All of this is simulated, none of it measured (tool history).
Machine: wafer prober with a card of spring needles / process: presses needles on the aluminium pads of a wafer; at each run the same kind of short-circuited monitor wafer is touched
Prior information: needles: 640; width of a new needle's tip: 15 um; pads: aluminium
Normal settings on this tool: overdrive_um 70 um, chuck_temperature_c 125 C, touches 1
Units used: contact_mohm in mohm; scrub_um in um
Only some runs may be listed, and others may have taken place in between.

run 1 hour=0 | overdrive_um=70 chuck_temperature_c=125 touches=1 | contact_mohm=211 scrub_um=10.99
-- hour=1.9 tips cleaned on abrasive film
-- hour=9 tips cleaned on abrasive film
run 2 hour=14 | overdrive_um=70 chuck_temperature_c=125 touches=3 | contact_mohm=211 scrub_um=11.04
-- hour=16.2 tips cleaned on abrasive film
-- hour=23.2 tips cleaned on abrasive film
run 3 hour=25.2 | overdrive_um=70 chuck_temperature_c=125 touches=1 | contact_mohm=209 scrub_um=11.01
-- hour=30.6 tips cleaned on abrasive film
run 4 hour=37 | overdrive_um=70 chuck_temperature_c=125 touches=1 | contact_mohm=208 scrub_um=10.96
-- hour=37.9 tips cleaned on abrasive film
run 5 hour=43.6 | overdrive_um=57 chuck_temperature_c=125 touches=1 | contact_mohm=217 scrub_um=8.93
-- hour=44.9 tips cleaned on abrasive film
-- hour=53.2 tips cleaned on abrasive film
run 6 hour=53.7 | overdrive_um=70 chuck_temperature_c=125 touches=2 | contact_mohm=213 scrub_um=10.99
-- hour=61.1 tips cleaned on abrasive film
run 7 hour=66 | overdrive_um=70 chuck_temperature_c=93 touches=2 | contact_mohm=205 scrub_um=11
-- hour=68.8 tips cleaned on abrasive film
run 8 hour=72.3 | overdrive_um=70 chuck_temperature_c=125 touches=3 | contact_mohm=210 scrub_um=10.94
-- hour=75.9 tips cleaned on abrasive film
run 9 hour=81.2 | overdrive_um=70 chuck_temperature_c=125 touches=2 | contact_mohm=213 scrub_um=10.96
-- hour=83.9 tips cleaned on abrasive film
-- hour=91.8 tips cleaned on abrasive film
run 10 hour=96 | overdrive_um=70 chuck_temperature_c=125 touches=2 | contact_mohm=210 scrub_um=10.91
-- hour=99.2 tips cleaned on abrasive film
-- hour=106.6 tips cleaned on abrasive film
run 11 hour=107.1 | overdrive_um=70 chuck_temperature_c=125 touches=1 | contact_mohm=212 scrub_um=10.94
-- hour=113.8 tips cleaned on abrasive film
-- hour=120.9 tips cleaned on abrasive film
run 12 hour=120.9 | overdrive_um=70 chuck_temperature_c=125 touches=1 | contact_mohm=213 scrub_um=10.92
-- hour=128.6 tips cleaned on abrasive film
run 13 hour=132.7 | overdrive_um=70 chuck_temperature_c=34 touches=1 | contact_mohm=192 scrub_um=10.89
-- hour=135.9 tips cleaned on abrasive film
run 14 hour=142.4 | overdrive_um=83 chuck_temperature_c=125 touches=1 | contact_mohm=208 scrub_um=12.96
-- hour=143.5 tips cleaned on abrasive film
-- hour=151.1 tips cleaned on abrasive film
run 15 hour=151.1 | overdrive_um=70 chuck_temperature_c=125 touches=1 | contact_mohm=209 scrub_um=10.88
run 16 hour=157.7 | overdrive_um=70 chuck_temperature_c=125 touches=1 | contact_mohm=209 scrub_um=10.97
-- hour=158.8 tips cleaned on abrasive film
-- hour=166.8 tips cleaned on abrasive film
-- hour=167.1 height of the first contact set anew
run 17 hour=170.7 | overdrive_um=76 chuck_temperature_c=66 touches=2 | contact_mohm=193 scrub_um=11.77
-- hour=174.1 tips cleaned on abrasive film
-- hour=181.4 tips cleaned on abrasive film
run 18 hour=182.3 | overdrive_um=76 chuck_temperature_c=66 touches=2 | contact_mohm=191 scrub_um=11.81
-- hour=189.2 tips cleaned on abrasive film
run 19 hour=189.9 | overdrive_um=76 chuck_temperature_c=66 touches=2 | contact_mohm=193 scrub_um=11.85
-- hour=196.4 tips cleaned on abrasive film
run 20 hour=203.1 | overdrive_um=76 chuck_temperature_c=66 touches=2 | contact_mohm=193 scrub_um=11.79
-- hour=204.5 tips cleaned on abrasive film
run 21 hour=209.4 | overdrive_um=56 chuck_temperature_c=66 touches=2 | contact_mohm=199 scrub_um=8.66
-- hour=211.7 tips cleaned on abrasive film
-- hour=219 tips cleaned on abrasive film
run 22 hour=222.1 | overdrive_um=63 chuck_temperature_c=66 touches=2 | contact_mohm=201 scrub_um=9.81
-- hour=226.6 tips cleaned on abrasive film
run 23 hour=231.6 | overdrive_um=63 chuck_temperature_c=66 touches=2 | contact_mohm=197 scrub_um=9.79
-- hour=233.9 tips cleaned on abrasive film
run 24 hour=238.9 | overdrive_um=63 chuck_temperature_c=66 touches=2 | contact_mohm=198 scrub_um=9.8
-- hour=241.8 tips cleaned on abrasive film
-- hour=249.6 tips cleaned on abrasive film
run 25 hour=249.6 | overdrive_um=51 chuck_temperature_c=80 touches=1 | contact_mohm=208 scrub_um=7.9
-- hour=257.2 tips cleaned on abrasive film
run 26 hour=257.3 | overdrive_um=55 chuck_temperature_c=80 touches=3 | contact_mohm=207 scrub_um=8.56
-- hour=264.4 tips cleaned on abrasive film
run 27 hour=269.4 | overdrive_um=55 chuck_temperature_c=80 touches=3 | contact_mohm=209 scrub_um=8.59
-- hour=271.4 tips cleaned on abrasive film
-- hour=278.7 tips cleaned on abrasive film
run 28 hour=283.7 | overdrive_um=55 chuck_temperature_c=80 touches=1 | contact_mohm=204 scrub_um=8.48
-- hour=286.6 tips cleaned on abrasive film
-- hour=294.2 tips cleaned on abrasive film
run 29 hour=294.8 | overdrive_um=52 chuck_temperature_c=44 touches=2 | contact_mohm=199 scrub_um=8.06
-- hour=301.6 tips cleaned on abrasive film
run 30 hour=305 | overdrive_um=52 chuck_temperature_c=44 touches=2 | contact_mohm=198 scrub_um=8.02
-- hour=309.5 tips cleaned on abrasive film
-- hour=317 tips cleaned on abrasive film
run 31 hour=317.1 | overdrive_um=52 chuck_temperature_c=44 touches=2 | contact_mohm=201 scrub_um=8.03

Each row is a separate what-if for the run after 31, all from the same tool condition, not one after another. Results?
-- hour=324.8 tips cleaned on abrasive film
run A hour=331.5 | overdrive_um=55 chuck_temperature_c=82 touches=1 | contact_mohm=? scrub_um=?
-- hour=324.8 tips cleaned on abrasive film
run B hour=331.5 | overdrive_um=70 chuck_temperature_c=125 touches=1 | contact_mohm=? scrub_um=?
-- hour=324.8 tips cleaned on abrasive film
run C hour=331.5 | overdrive_um=83 chuck_temperature_c=69 touches=2 | contact_mohm=? scrub_um=?

run=A contact_mohm=207 scrub_um=8.5
run=B contact_mohm=212 scrub_um=10.82
run=C contact_mohm=193 scrub_um=12.88
Without the tool's unlogged condition, the same runs would have read:
run=A contact_mohm=206 scrub_um=8.63
run=B contact_mohm=212 scrub_um=10.98
run=C contact_mohm=193 scrub_um=13.07
